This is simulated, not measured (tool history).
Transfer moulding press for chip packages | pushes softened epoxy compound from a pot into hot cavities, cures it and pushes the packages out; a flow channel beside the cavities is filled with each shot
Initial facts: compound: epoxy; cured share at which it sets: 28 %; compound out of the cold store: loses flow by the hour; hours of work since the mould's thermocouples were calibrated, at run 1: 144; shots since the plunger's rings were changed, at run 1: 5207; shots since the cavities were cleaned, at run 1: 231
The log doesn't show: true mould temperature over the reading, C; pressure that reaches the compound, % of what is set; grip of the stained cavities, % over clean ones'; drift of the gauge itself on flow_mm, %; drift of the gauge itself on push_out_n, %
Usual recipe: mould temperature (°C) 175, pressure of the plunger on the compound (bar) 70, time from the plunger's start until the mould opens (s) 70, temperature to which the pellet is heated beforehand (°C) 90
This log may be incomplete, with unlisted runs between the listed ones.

run,day,mould temperature (°C),pressure of the plunger on the compound (bar),time from the plunger's start until the mould opens (s),temperature to which the pellet is heated beforehand (°C),hours of work since the mould's thermocouples were calibrated,shots since the plunger's rings were changed,shots since the cavities were cleaned,incoming compound's hours out of the cold store,length that the compound runs in the flow channel (mm),greatest force on the pins that push the packages out (N)
1,0,175,70,70,90,144,5207,231,13.9,747,799
# day 0.912: cavities cleaned with cleaning compound and waxed
2,0.929,175,76.3,70,90,157,5540,7,33.2,678,603
# day 2.425: cavities cleaned with cleaning compound and waxed
3,2.612,175,76.3,70,90,181,6162,71,43.6,642,637
# day 3.362: plunger's sealing rings changed
# day 4.033: cavities cleaned with cleaning compound and waxed
4,4.071,175,70,70,90,200,248,16,44.8,659,601
5,4.9,175,70,70,90,212,566,334,19.3,774,811
# day 5.496: cavities cleaned with cleaning compound and waxed
6,6.588,175,70,70,90,236,1191,420,28.3,727,836
# day 6.983: cavities cleaned with cleaning compound and waxed
7,7.45,175,70,70,90,248,1497,179,24.8,740,769
# day 8.471: cavities cleaned with cleaning compound and waxed
8,8.471,175,70,70,90,262,1865,0,31.7,707,620
# day 10.025: cavities cleaned with cleaning compound and waxed
9,10.188,175,70,70,90,287,2500,61,36.7,674,654
10,11.267,175,70,70,90,303,2915,476,31.9,697,831
# day 11.525: cavities cleaned with cleaning compound and waxed
11,12.683,175,70,70,90,323,3435,445,19.8,747,888
# day 13.021: cavities cleaned with cleaning compound and waxed
# day 14.488: cavities cleaned with cleaning compound and waxed
12,14.517,175,70,70,90,348,4091,11,45.8,624,598
# day 16.017: cavities cleaned with cleaning compound and waxed
13,16.354,175,70,70,90,374,4772,129,38.7,647,646
# day 17.554: cavities cleaned with cleaning compound and waxed
14,17.825,175,55.7,70,87,395,5314,104,43.8,549,648
# day 19.05: cavities cleaned with cleaning compound and waxed
15,19.358,182,73.9,66,97,417,5879,118,27.5,670,474
# day 20.562: cavities cleaned with cleaning compound and waxed
16,20.562,182,73.9,78,86,434,6317,0,33.9,652,356
# day 20.996: plunger's sealing rings changed
# day 22.221: cavities cleaned with cleaning compound and waxed
17,22.3,174,78.7,56,100,457,477,31,31.7,760,1140
18,23.154,174,78.7,56,100,470,805,359,25.9,782,1509
# day 23.75: cavities cleaned with cleaning compound and waxed
19,24.283,172,78.7,82,100,486,1214,204,27.8,775,582
# day 25.283: cavities cleaned with cleaning compound and waxed
20,25.354,177,85,82,100,500,1601,27,26.7,794,415
21,26.562,177,85,82,100,518,2066,492,28.2,780,545
# day 26.754: cavities cleaned with cleaning compound and waxed
# day 27.083: mould's thermocouples calibrated
22,27.954,175,70,51,100,13,2545,430,34.3,688,1776
# day 28.329: cavities cleaned with cleaning compound and waxed
23,29.725,171,66.4,66,92,38,3200,536,21.9,725,1450
# day 29.892: cavities cleaned with cleaning compound and waxed
24,31.2,171,62.2,66,81,59,3742,503,30.2,657,1454
# day 31.492: cavities cleaned with cleaning compound and waxed
# day 33.042: cavities cleaned with cleaning compound and waxed
25,33.046,181,70,70,83,85,4403,1,42.5,622,421
# day 34.588: cavities cleaned with cleaning compound and waxed
26,34.712,168,70.8,66,90,108,5020,49,20.3,736,1313

Here are 3 independent what-if runs from the current tool condition. What would each one return?
A,35.512,168,58.6,66,90,120,5326,355,11.9,?,?
B,35.512,175,78.8,70,83,120,5326,355,14.4,?,?
C,35.512,182,83.1,66,93,120,5326,355,22.7,?,?

run,length that the compound runs in the flow channel (mm),greatest force on the pins that push the packages out (N)
A,710,1694
B,795,933
C,749,590
Without the tool's unlogged condition, the same runs would have read:
run,length that the compound runs in the flow channel (mm),greatest force on the pins that push the packages out (N)
A,773,1275
B,865,708
C,816,442
